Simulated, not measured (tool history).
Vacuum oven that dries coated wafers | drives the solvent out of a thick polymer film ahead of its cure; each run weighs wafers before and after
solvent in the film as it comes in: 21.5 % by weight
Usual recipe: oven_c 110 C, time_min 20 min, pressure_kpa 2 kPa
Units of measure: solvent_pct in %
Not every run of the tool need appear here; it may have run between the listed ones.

run,day,oven_c,time_min,pressure_kpa,solvent_pct
1,0.000,110,20,2,3.69
2,1.421,110,20,2,3.63
3,3.975,110,20,2,3.51
4,5.658,110,20,2,3.76
5,8.275,110,20,2,3.68
# day 8.525: oven's thermocouples calibrated
6,10.388,110,20,2,3.92

For run 7, what comes out?
7,12.783,110,20,2,?

solvent_pct: 3.88 %
Minus the tool's unlogged condition, the same run would have read solvent_pct 2.65 %.
